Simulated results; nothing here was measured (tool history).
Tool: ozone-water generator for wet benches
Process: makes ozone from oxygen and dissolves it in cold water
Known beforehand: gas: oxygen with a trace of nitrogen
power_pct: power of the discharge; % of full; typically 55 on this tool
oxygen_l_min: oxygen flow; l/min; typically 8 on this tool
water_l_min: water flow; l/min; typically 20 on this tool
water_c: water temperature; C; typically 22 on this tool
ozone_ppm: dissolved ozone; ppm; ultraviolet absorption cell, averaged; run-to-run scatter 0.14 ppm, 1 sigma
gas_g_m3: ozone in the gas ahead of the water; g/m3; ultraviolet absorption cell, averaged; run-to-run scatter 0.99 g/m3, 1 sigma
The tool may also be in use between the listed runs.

run	hour	power_pct	oxygen_l_min	water_l_min	water_c	ozone_ppm	gas_g_m3
1	0	55	8	20	22	17.4	170.4
2	26.7	55	8	20	22	17.2	171.9
3	43	55	8	20	22	17.5	173.5
4	66	55	8	20	22	17	174
5	86.5	55	8	20	22	17.2	171.3
6	112.7	55	8	20	22	17	170.7
7	131.6	55	8	20	22	17.1	171.2
8	153.6	55	4.41	20	22	16.9	226.6
9	188	55	4.41	20	22	16.8	225.1
10	218.9	55	4.41	23	16	16.3	226.2
11	240.7	55	6.1	14	17	23.8	194.2
12	276.6	55	6.1	14	17	23.5	193.3
13	301.5	55	7.93	20	16	18.6	172.6
14	330.1	55	5.74	20	23	17	200.3
15	359.3	59	7.49	20	26	16.7	185
16	380.2	97	8.86	23	18	23.5	228.3
17	397.2	97	8.86	23	18	23.5	226.8

Predict the results of run 18:
18	418.1	92	8	13	24	?	?

{"run 18": {"ozone_ppm": 28.1, "gas_g_m3": 232.2}}
If the tool had no hidden condition, the same run with the same run-to-run variation would have returned ozone_ppm 28.2 ppm, gas_g_m3 232.3 g/m3.
